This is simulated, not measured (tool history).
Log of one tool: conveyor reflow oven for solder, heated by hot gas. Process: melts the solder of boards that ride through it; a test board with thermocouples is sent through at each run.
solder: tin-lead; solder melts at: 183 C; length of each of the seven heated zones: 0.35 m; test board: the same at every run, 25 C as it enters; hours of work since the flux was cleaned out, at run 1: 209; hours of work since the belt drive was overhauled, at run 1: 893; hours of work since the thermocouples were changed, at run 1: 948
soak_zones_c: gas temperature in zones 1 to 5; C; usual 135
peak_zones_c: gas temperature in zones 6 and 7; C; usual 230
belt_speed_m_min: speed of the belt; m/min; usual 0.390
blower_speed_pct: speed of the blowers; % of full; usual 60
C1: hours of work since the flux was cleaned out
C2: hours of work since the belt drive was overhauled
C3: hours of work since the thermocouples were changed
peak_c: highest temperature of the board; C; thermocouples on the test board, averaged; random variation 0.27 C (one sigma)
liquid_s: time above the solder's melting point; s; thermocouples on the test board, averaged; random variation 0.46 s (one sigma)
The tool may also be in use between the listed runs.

{"run": 1, "hour": 0.0, "soak_zones_c": 135, "peak_zones_c": 230, "belt_speed_m_min": 0.39, "blower_speed_pct": 60, "C1": 209, "C2": 893, "C3": 948, "peak_c": 205.3, "liquid_s": 61.7}
{"run": 2, "hour": 20.1, "soak_zones_c": 135, "peak_zones_c": 230, "belt_speed_m_min": 0.39, "blower_speed_pct": 60, "C1": 222, "C2": 907, "C3": 961, "peak_c": 205.3, "liquid_s": 60.7}
{"run": 3, "hour": 39.2, "soak_zones_c": 140, "peak_zones_c": 230, "belt_speed_m_min": 0.39, "blower_speed_pct": 60, "C1": 235, "C2": 919, "C3": 974, "peak_c": 205.9, "liquid_s": 65.6}
{"run": 4, "hour": 55.4, "soak_zones_c": 135, "peak_zones_c": 230, "belt_speed_m_min": 0.39, "blower_speed_pct": 60, "C1": 246, "C2": 930, "C3": 985, "peak_c": 204.7, "liquid_s": 60.5}
{"run": 5, "hour": 85.9, "soak_zones_c": 135, "peak_zones_c": 230, "belt_speed_m_min": 0.39, "blower_speed_pct": 60, "C1": 266, "C2": 950, "C3": 1005, "peak_c": 204.8, "liquid_s": 60.2}
{"run": 6, "hour": 118.7, "soak_zones_c": 135, "peak_zones_c": 230, "belt_speed_m_min": 0.39, "blower_speed_pct": 60, "C1": 288, "C2": 972, "C3": 1027, "peak_c": 204.2, "liquid_s": 59.3}
{"run": 7, "hour": 136.1, "soak_zones_c": 135, "peak_zones_c": 230, "belt_speed_m_min": 0.39, "blower_speed_pct": 60, "C1": 300, "C2": 984, "C3": 1039, "peak_c": 203.8, "liquid_s": 59.4}
{"run": 8, "hour": 153.3, "soak_zones_c": 135, "peak_zones_c": 230, "belt_speed_m_min": 0.44, "blower_speed_pct": 60, "C1": 311, "C2": 995, "C3": 1050, "peak_c": 199.3, "liquid_s": 42.9}
{"hour": 159.1, "done": "belt drive overhauled, speed set with a stopwatch"}
{"run": 9, "hour": 179.9, "soak_zones_c": 135, "peak_zones_c": 241, "belt_speed_m_min": 0.39, "blower_speed_pct": 60, "C1": 326, "C2": 14, "C3": 1065, "peak_c": 213.0, "liquid_s": 72.5}
{"run": 10, "hour": 200.2, "soak_zones_c": 135, "peak_zones_c": 230, "belt_speed_m_min": 0.39, "blower_speed_pct": 60, "C1": 340, "C2": 27, "C3": 1079, "peak_c": 203.7, "liquid_s": 57.9}
{"hour": 220.7, "done": "flux residue cleaned out of gas plates and filters"}
{"hour": 227.7, "done": "belt drive overhauled, speed set with a stopwatch, once more"}
{"run": 11, "hour": 241.1, "soak_zones_c": 135, "peak_zones_c": 230, "belt_speed_m_min": 0.39, "blower_speed_pct": 60, "C1": 11, "C2": 9, "C3": 1100, "peak_c": 206.5, "liquid_s": 63.8}
{"run": 12, "hour": 260.9, "soak_zones_c": 135, "peak_zones_c": 230, "belt_speed_m_min": 0.39, "blower_speed_pct": 60, "C1": 24, "C2": 22, "C3": 1113, "peak_c": 206.6, "liquid_s": 63.9}
{"run": 13, "hour": 285.6, "soak_zones_c": 135, "peak_zones_c": 230, "belt_speed_m_min": 0.39, "blower_speed_pct": 60, "C1": 41, "C2": 39, "C3": 1130, "peak_c": 206.4, "liquid_s": 62.9}
{"run": 14, "hour": 311.9, "soak_zones_c": 135, "peak_zones_c": 230, "belt_speed_m_min": 0.39, "blower_speed_pct": 60, "C1": 58, "C2": 56, "C3": 1147, "peak_c": 206.0, "liquid_s": 62.2}
{"run": 15, "hour": 327.8, "soak_zones_c": 135, "peak_zones_c": 230, "belt_speed_m_min": 0.39, "blower_speed_pct": 60, "C1": 69, "C2": 67, "C3": 1158, "peak_c": 206.0, "liquid_s": 62.5}
{"run": 16, "hour": 362.1, "soak_zones_c": 135, "peak_zones_c": 230, "belt_speed_m_min": 0.39, "blower_speed_pct": 60, "C1": 92, "C2": 90, "C3": 1181, "peak_c": 205.8, "liquid_s": 62.0}
{"run": 17, "hour": 381.3, "soak_zones_c": 135, "peak_zones_c": 218, "belt_speed_m_min": 0.39, "blower_speed_pct": 55, "C1": 105, "C2": 103, "C3": 1194, "peak_c": 194.7, "liquid_s": 39.7}
{"run": 18, "hour": 416.1, "soak_zones_c": 120, "peak_zones_c": 233, "belt_speed_m_min": 0.47, "blower_speed_pct": 84, "C1": 128, "C2": 126, "C3": 1217, "peak_c": 201.4, "liquid_s": 38.9}
{"run": 19, "hour": 447.4, "soak_zones_c": 136, "peak_zones_c": 233, "belt_speed_m_min": 0.443, "blower_speed_pct": 68, "C1": 149, "C2": 147, "C3": 1238, "peak_c": 204.1, "liquid_s": 52.6}
{"run": 20, "hour": 484.1, "soak_zones_c": 126, "peak_zones_c": 245, "belt_speed_m_min": 0.311, "blower_speed_pct": 68, "C1": 173, "C2": 171, "C3": 1262, "peak_c": 225.0, "liquid_s": 105.0}
{"run": 21, "hour": 512.1, "soak_zones_c": 126, "peak_zones_c": 245, "belt_speed_m_min": 0.311, "blower_speed_pct": 68, "C1": 192, "C2": 190, "C3": 1281, "peak_c": 225.3, "liquid_s": 104.6}
{"run": 22, "hour": 549.0, "soak_zones_c": 146, "peak_zones_c": 230, "belt_speed_m_min": 0.395, "blower_speed_pct": 60, "C1": 217, "C2": 215, "C3": 1306, "peak_c": 206.7, "liquid_s": 67.1}
{"run": 23, "hour": 565.3, "soak_zones_c": 146, "peak_zones_c": 230, "belt_speed_m_min": 0.395, "blower_speed_pct": 60, "C1": 227, "C2": 225, "C3": 1317, "peak_c": 206.2, "liquid_s": 66.5}
{"run": 24, "hour": 587.6, "soak_zones_c": 146, "peak_zones_c": 230, "belt_speed_m_min": 0.395, "blower_speed_pct": 60, "C1": 242, "C2": 240, "C3": 1331, "peak_c": 206.1, "liquid_s": 67.1}
{"run": 25, "hour": 605.9, "soak_zones_c": 135, "peak_zones_c": 230, "belt_speed_m_min": 0.459, "blower_speed_pct": 60, "C1": 255, "C2": 253, "C3": 1344, "peak_c": 197.2, "liquid_s": 36.8}
{"run": 26, "hour": 640.9, "soak_zones_c": 135, "peak_zones_c": 230, "belt_speed_m_min": 0.325, "blower_speed_pct": 87, "C1": 278, "C2": 276, "C3": 1367, "peak_c": 213.3, "liquid_s": 90.1}
{"run": 27, "hour": 672.9, "soak_zones_c": 128, "peak_zones_c": 230, "belt_speed_m_min": 0.342, "blower_speed_pct": 87, "C1": 299, "C2": 297, "C3": 1389, "peak_c": 210.5, "liquid_s": 78.4}
{"run": 28, "hour": 694.3, "soak_zones_c": 133, "peak_zones_c": 237, "belt_speed_m_min": 0.355, "blower_speed_pct": 51, "C1": 314, "C2": 312, "C3": 1403, "peak_c": 209.5, "liquid_s": 73.3}
{"run": 29, "hour": 713.6, "soak_zones_c": 135, "peak_zones_c": 230, "belt_speed_m_min": 0.331, "blower_speed_pct": 56, "C1": 327, "C2": 325, "C3": 1416, "peak_c": 207.9, "liquid_s": 78.4}

Hidden state or all else? Some run-to-run changes of peak_c, split into what the settings, what came in and random variation would give without the hidden state, and what is left for the hidden state (with any gauge scatter that isn't in both results):
The hidden state here: heat that the gas passes to the board, % of a clean oven's; belt's true speed, % of the reading; true gas temperature in zones 6 and 7 over the reading, C; drift of the gauge itself on peak_c, C; drift of the gauge itself on liquid_s, %.
Run 10 -> 11: flux residue cleaned out of gas plates and filters, belt drive overhauled, speed set with a stopwatch, once more. peak_c +2.8 C: hidden state +2.9, all else -0.1.
Run 17 -> 18: soak_zones_c 135 -> 120, peak_zones_c 218 -> 233, belt_speed_m_min 0.390 -> 0.470, blower_speed_pct 55 -> 84. peak_c +6.7 C: hidden state -1.0, all else +7.7.
Run 19 -> 20: soak_zones_c 136 -> 126, peak_zones_c 233 -> 245, belt_speed_m_min 0.443 -> 0.311. peak_c +20.9 C: hidden state -0.3, all else +21.2.
Run 21 -> 22: soak_zones_c 126 -> 146, peak_zones_c 245 -> 230, belt_speed_m_min 0.311 -> 0.395, blower_speed_pct 68 -> 60. peak_c -18.6 C: hidden state +0.1, all else -18.7.
